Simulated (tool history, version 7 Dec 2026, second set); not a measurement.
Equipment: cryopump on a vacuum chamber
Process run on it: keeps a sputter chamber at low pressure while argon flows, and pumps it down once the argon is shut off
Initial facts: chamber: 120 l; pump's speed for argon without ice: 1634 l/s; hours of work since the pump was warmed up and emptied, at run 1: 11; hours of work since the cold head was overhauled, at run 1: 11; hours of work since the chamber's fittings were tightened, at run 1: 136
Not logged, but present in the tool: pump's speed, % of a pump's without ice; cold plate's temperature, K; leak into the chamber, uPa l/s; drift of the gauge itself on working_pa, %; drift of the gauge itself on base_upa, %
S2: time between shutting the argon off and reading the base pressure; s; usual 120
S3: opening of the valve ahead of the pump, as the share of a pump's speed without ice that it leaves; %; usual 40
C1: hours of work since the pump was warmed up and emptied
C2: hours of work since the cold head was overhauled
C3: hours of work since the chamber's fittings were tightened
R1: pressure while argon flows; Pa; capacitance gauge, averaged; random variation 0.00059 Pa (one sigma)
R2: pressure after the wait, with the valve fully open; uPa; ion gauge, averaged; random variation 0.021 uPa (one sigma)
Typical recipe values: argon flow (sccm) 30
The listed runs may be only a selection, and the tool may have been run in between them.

{"run": 1, "day": 0.0, "argon flow (sccm)": 30, "S2": 120, "S3": 40, "C1": 11, "C2": 11, "C3": 136, "R1": 0.0786, "R2": 0.5}
{"run": 2, "day": 0.55, "argon flow (sccm)": 30, "S2": 120, "S3": 40, "C1": 22, "C2": 22, "C3": 147, "R1": 0.0773, "R2": 0.53}
{"run": 3, "day": 1.033, "argon flow (sccm)": 30, "S2": 120, "S3": 40, "C1": 32, "C2": 32, "C3": 157, "R1": 0.0782, "R2": 0.47}
{"run": 4, "day": 1.562, "argon flow (sccm)": 30, "S2": 26, "S3": 40, "C1": 42, "C2": 42, "C3": 167, "R1": 0.0799, "R2": 1.5}
{"run": 5, "day": 2.508, "argon flow (sccm)": 30, "S2": 26, "S3": 40, "C1": 61, "C2": 61, "C3": 186, "R1": 0.0782, "R2": 1.45}
{"run": 6, "day": 2.996, "argon flow (sccm)": 30, "S2": 26, "S3": 40, "C1": 71, "C2": 71, "C3": 196, "R1": 0.0786, "R2": 1.54}
{"run": 7, "day": 4.029, "argon flow (sccm)": 30, "S2": 26, "S3": 26, "C1": 92, "C2": 92, "C3": 217, "R1": 0.1204, "R2": 1.46}
{"run": 8, "day": 4.962, "argon flow (sccm)": 30, "S2": 120, "S3": 40, "C1": 111, "C2": 111, "C3": 235, "R1": 0.0783, "R2": 0.56}
{"run": 9, "day": 5.708, "argon flow (sccm)": 30, "S2": 120, "S3": 56, "C1": 125, "C2": 125, "C3": 250, "R1": 0.0571, "R2": 0.56}
{"run": 10, "day": 6.442, "argon flow (sccm)": 26, "S2": 120, "S3": 40, "C1": 140, "C2": 140, "C3": 265, "R1": 0.0691, "R2": 0.56}
{"run": 11, "day": 6.992, "argon flow (sccm)": 57, "S2": 69, "S3": 15, "C1": 151, "C2": 151, "C3": 276, "R1": 0.3945, "R2": 0.67}
{"run": 12, "day": 7.5, "argon flow (sccm)": 57, "S2": 69, "S3": 15, "C1": 161, "C2": 161, "C3": 286, "R1": 0.3974, "R2": 0.75}
{"run": 13, "day": 8.279, "argon flow (sccm)": 30, "S2": 120, "S3": 53, "C1": 177, "C2": 177, "C3": 302, "R1": 0.0597, "R2": 0.58}
{"run": 14, "day": 8.746, "argon flow (sccm)": 28, "S2": 120, "S3": 20, "C1": 186, "C2": 186, "C3": 311, "R1": 0.1471, "R2": 0.6}
{"run": 15, "day": 9.525, "argon flow (sccm)": 30, "S2": 55, "S3": 42, "C1": 202, "C2": 202, "C3": 327, "R1": 0.076, "R2": 0.94}

Each row is a separate what-if for the run after 15, all from the same tool condition, not one after another. Results?
{"run": "A", "day": 10.621, "argon flow (sccm)": 13, "S2": 79, "S3": 58, "C1": 224, "C2": 224, "C3": 349, "R1": "?", "R2": "?"}
{"run": "B", "day": 10.621, "argon flow (sccm)": 50, "S2": 26, "S3": 44, "C1": 224, "C2": 224, "C3": 349, "R1": "?", "R2": "?"}
{"run": "C", "day": 10.621, "argon flow (sccm)": 30, "S2": 55, "S3": 19, "C1": 224, "C2": 224, "C3": 349, "R1": "?", "R2": "?"}
{"run": "D", "day": 10.621, "argon flow (sccm)": 17, "S2": 54, "S3": 40, "C1": 224, "C2": 224, "C3": 349, "R1": "?", "R2": "?"}

run=A R1=0.0233 R2=0.74
run=B R1=0.1212 R2=1.56
run=C R1=0.1654 R2=0.89
run=D R1=0.0454 R2=0.92
Had the tool no hidden state, the same runs would have come out as:
run=A R1=0.0223 R2=0.58
run=B R1=0.1175 R2=1.4
run=C R1=0.1632 R2=0.74
run=D R1=0.0441 R2=0.76
